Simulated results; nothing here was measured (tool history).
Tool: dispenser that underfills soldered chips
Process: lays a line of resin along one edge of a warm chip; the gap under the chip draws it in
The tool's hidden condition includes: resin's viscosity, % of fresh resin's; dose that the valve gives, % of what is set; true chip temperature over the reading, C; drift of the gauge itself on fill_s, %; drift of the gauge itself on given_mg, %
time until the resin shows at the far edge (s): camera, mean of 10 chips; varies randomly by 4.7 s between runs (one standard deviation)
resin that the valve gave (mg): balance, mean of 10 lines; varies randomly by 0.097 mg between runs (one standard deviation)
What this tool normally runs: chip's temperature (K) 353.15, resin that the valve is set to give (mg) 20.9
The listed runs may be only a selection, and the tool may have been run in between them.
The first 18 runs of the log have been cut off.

run	hour	chip's temperature (K)	resin that the valve is set to give (mg)	hours of work since the syringe was changed	hours of work since the valve was cleaned	hours of work since the stage was calibrated	time until the resin shows at the far edge (s)	resin that the valve gave (mg)
19	67.6	345.15	22.1	6	9	102	959.0	21.88
20	69.9	345.15	22.1	7	11	104	1090.5	22.02
21	73.2	353.15	19.0	10	14	106	1051.0	18.72
# hour 76.5: new syringe of resin
22	78.7	367.15	22.5	2	17	110	358.1	22.07
23	84.2	367.15	22.5	6	22	114	494.2	22.39
24	88.9	364.15	22.6	9	25	118	720.3	22.25
# hour 92.5: new syringe of resin
25	93.2	346.15	21.0	1	28	121	633.8	20.65
26	98.6	353.15	22.4	5	32	125	690.9	21.92
27	103.3	353.15	22.4	8	36	128	929.4	21.83
# hour 108.6: new syringe of resin
28	108.6	353.15	22.4	0	39	132	479.3	21.74
29	113.0	357.15	19.6	3	43	135	562.0	18.92
30	115.7	357.15	19.6	5	44	137	660.6	18.97
31	119.8	347.15	19.6	8	48	140	1158.9	18.94
# hour 124.6: new syringe of resin
32	125.1	359.15	21.9	0	51	144	410.9	21.09
33	130.0	359.15	21.9	4	55	147	547.7	20.97
34	133.0	342.15	19.2	6	57	150	1188.6	18.40
35	137.6	339.15	20.6	10	61	153	1720.7	19.75

4 options for the next run, each taken on its own from the tool as it stands now. Forecast them:
A	140.1	367.15	20.9	12	62	155	?	?
B	140.1	351.15	19.1	12	62	155	?	?
C	140.1	355.15	20.9	12	62	155	?	?
D	140.1	364.15	21.5	12	62	155	?	?

run	time until the resin shows at the far edge (s)	resin that the valve gave (mg)
A	814.1	19.86
B	1345.2	18.11
C	1167.4	19.81
D	883.6	20.52
What these runs would have given with no unlogged condition in the tool:
run	time until the resin shows at the far edge (s)	resin that the valve gave (mg)
A	306.5	20.90
B	503.3	19.05
C	439.1	20.84
D	332.9	21.60

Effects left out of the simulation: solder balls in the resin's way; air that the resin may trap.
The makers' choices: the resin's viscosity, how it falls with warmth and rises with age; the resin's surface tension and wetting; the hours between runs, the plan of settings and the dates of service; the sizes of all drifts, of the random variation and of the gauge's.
